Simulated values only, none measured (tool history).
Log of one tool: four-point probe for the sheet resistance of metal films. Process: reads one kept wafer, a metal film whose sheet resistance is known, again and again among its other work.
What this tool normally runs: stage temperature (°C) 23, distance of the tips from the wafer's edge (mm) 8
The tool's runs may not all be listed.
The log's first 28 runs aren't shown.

run,hour,stage temperature (°C),distance of the tips from the wafer's edge (mm),sheet resistance as the instrument gives it (ohm/square)
29,305.2,25,19,0.443739
30,314.8,30,3,0.481134
31,320.9,30,3,0.481127
32,329.9,30,14,0.444459
33,337.4,30,14,0.4444
34,351,30,14,0.444605
35,365.7,30,14,0.444386
36,375.9,32,6,0.452716
37,387.5,32,11,0.445593
38,400.3,26,10,0.446552
39,411.6,26,10,0.44646
40,420.8,23,30,0.443437
41,432.7,31,9,0.447053
42,443,26,8,0.448674
43,454.1,21,3,0.481743
44,461.2,22,8,0.448735

Below are 5 alternative next runs, each starting from the tool's condition after run 44. Predict each:
A,473.6,25,63,?
B,473.6,23,15,?
C,473.6,23,66,?
D,473.6,19,20,?
E,473.6,23,8,?

run,sheet resistance as the instrument gives it (ohm/square)
A,0.44286
B,0.44457
C,0.442895
D,0.444022
E,0.448748
With the hidden condition removed and each run's random variation left untouched, the same runs would have given:
run,sheet resistance as the instrument gives it (ohm/square)
A,0.44249
B,0.444197
C,0.442524
D,0.443648
E,0.448372
